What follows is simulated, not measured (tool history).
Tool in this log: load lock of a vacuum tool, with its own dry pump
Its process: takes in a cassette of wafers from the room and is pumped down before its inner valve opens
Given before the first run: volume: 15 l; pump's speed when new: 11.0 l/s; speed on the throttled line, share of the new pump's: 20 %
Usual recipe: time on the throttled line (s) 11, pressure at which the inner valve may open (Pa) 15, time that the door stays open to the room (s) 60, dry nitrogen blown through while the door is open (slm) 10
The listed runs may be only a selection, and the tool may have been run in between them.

| run | day | time on the throttled line (s) | pressure at which the inner valve may open (Pa) | time that the door stays open to the room (s) | dry nitrogen blown through while the door is open (slm) | incoming humidity of the room's air, % | time from the closed door until the inner valve may open (s) | rise of the pressure with all valves shut (Pa/min) |
|---|---|---|---|---|---|---|---|---|
| 1 | 0.000 | 11 | 15 | 60 | 10 | 45.9 | 20.9 | 0.051 |
| 2 | 6.508 | 11 | 15 | 60 | 10 | 43.1 | 21.1 | 0.051 |
| 3 | 17.679 | 9 | 15 | 60 | 10 | 45.3 | 19.5 | 0.066 |
| 4 | 26.942 | 9 | 15 | 60 | 10 | 42.2 | 20.1 | 0.066 |
| 5 | 35.338 | 9 | 15 | 60 | 10 | 45.0 | 19.9 | 0.073 |
| 6 | 46.896 | 11 | 15 | 60 | 10 | 41.7 | 21.3 | 0.075 |
| 7 | 58.808 | 11 | 15 | 60 | 10 | 46.3 | 21.3 | 0.095 |
| 8 | 70.017 | 11 | 15 | 60 | 10 | 45.0 | 21.8 | 0.108 |
| 9 | 79.200 | 11 | 15 | 60 | 10 | 44.6 | 21.6 | 0.117 |
| 10 | 85.067 | 11 | 15 | 60 | 10 | 42.9 | 21.6 | 0.114 |
| 11 | 96.450 | 11 | 15 | 60 | 10 | 42.5 | 21.1 | 0.132 |
| 12 | 107.492 | 17 | 15 | 60 | 10 | 44.4 | 25.7 | 0.145 |
| 13 | 119.500 | 11 | 16 | 60 | 10 | 44.6 | 21.5 | 0.162 |
| 14 | 125.796 | 11 | 15 | 60 | 10 | 46.4 | 21.6 | 0.163 |
| 15 | 137.875 | 11 | 15 | 60 | 10 | 42.0 | 21.6 | 0.187 |
| 16 | 150.650 | 11 | 15 | 60 | 10 | 45.6 | 21.4 | 0.196 |
| 17 | 160.825 | 11 | 15 | 55 | 10 | 44.9 | 21.2 | 0.203 |
| 18 | 172.146 | 11 | 15 | 60 | 10 | 42.4 | 21.3 | 0.229 |
| 19 | 180.688 | 22 | 15 | 60 | 10 | 45.9 | 29.9 | 0.246 |

What will run 20 give?
| 20 | 191.279 | 11 | 14 | 45 | 41 | 46.2 | ? | ? |

time from the closed door until the inner valve may open (s): 21.5
rise of the pressure with all valves shut (Pa/min): 0.241
Take away the tool's hidden state, keep the run-to-run variation as it was, and the same run would have given time from the closed door until the inner valve may open (s) 20.9, rise of the pressure with all valves shut (Pa/min) 0.018.
